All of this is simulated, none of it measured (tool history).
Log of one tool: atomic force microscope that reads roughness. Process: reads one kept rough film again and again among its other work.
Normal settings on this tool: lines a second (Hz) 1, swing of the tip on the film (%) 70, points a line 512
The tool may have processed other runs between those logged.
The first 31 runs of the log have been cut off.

| run | hour | lines a second (Hz) | swing of the tip on the film (%) | points a line | roughness of the kept film (nm (root mean square)) |
|---|---|---|---|---|---|
| 32 | 674.8 | 3.72 | 70 | 512 | 2.3 |
| 33 | 694 | 1.57 | 68 | 880 | 2.273 |
| 34 | 710 | 1.57 | 68 | 880 | 2.154 |
| 35 | 728.2 | 1.57 | 68 | 880 | 2.047 |
|  | 730.5 | new tip fitted |
| 36 | 759 | 1 | 89 | 512 | 2.755 |
| 37 | 786.4 | 0.51 | 70 | 484 | 2.621 |
| 38 | 806.8 | 0.99 | 71 | 263 | 2.345 |
| 39 | 837.1 | 1.01 | 59 | 861 | 2.235 |
| 40 | 862.2 | 1.01 | 59 | 861 | 2.101 |
|  | 865.1 | new tip fitted |
| 41 | 884.8 | 1.01 | 59 | 861 | 2.957 |
| 42 | 905.2 | 0.5 | 63 | 414 | 2.73 |
| 43 | 929.6 | 0.5 | 63 | 414 | 2.49 |
| 44 | 959.2 | 0.5 | 73 | 783 | 2.276 |
| 45 | 982.6 | 1 | 87 | 336 | 2.011 |
|  | 1000.1 | new tip fitted |
| 46 | 1003.3 | 0.77 | 73 | 331 | 3.134 |
| 47 | 1018.9 | 1.1 | 70 | 381 | 2.926 |
| 48 | 1047.1 | 0.98 | 70 | 315 | 2.638 |
| 49 | 1065.7 | 0.86 | 68 | 512 | 2.524 |
| 50 | 1095.6 | 2.11 | 65 | 781 | 2.251 |
| 51 | 1114.8 | 0.74 | 75 | 334 | 2.15 |
|  | 1133.1 | new tip fitted |
| 52 | 1145.7 | 0.74 | 75 | 334 | 3.016 |
| 53 | 1163.1 | 0.74 | 63 | 259 | 2.798 |

Alternative continuations, all from the tool just after run 53; predict every row:
| A | 1190.1 | 0.74 | 71 | 932 | ? |
| B | 1190.1 | 0.74 | 68 | 871 | ? |
| C | 1190.1 | 0.78 | 70 | 512 | ? |

| run | roughness of the kept film (nm (root mean square)) |
|---|---|
| A | 2.619 |
| B | 2.615 |
| C | 2.572 |
Without the tool's unlogged condition, the same runs would have read:
| run | roughness of the kept film (nm (root mean square)) |
|---|---|
| A | 3.239 |
| B | 3.236 |
| C | 3.183 |

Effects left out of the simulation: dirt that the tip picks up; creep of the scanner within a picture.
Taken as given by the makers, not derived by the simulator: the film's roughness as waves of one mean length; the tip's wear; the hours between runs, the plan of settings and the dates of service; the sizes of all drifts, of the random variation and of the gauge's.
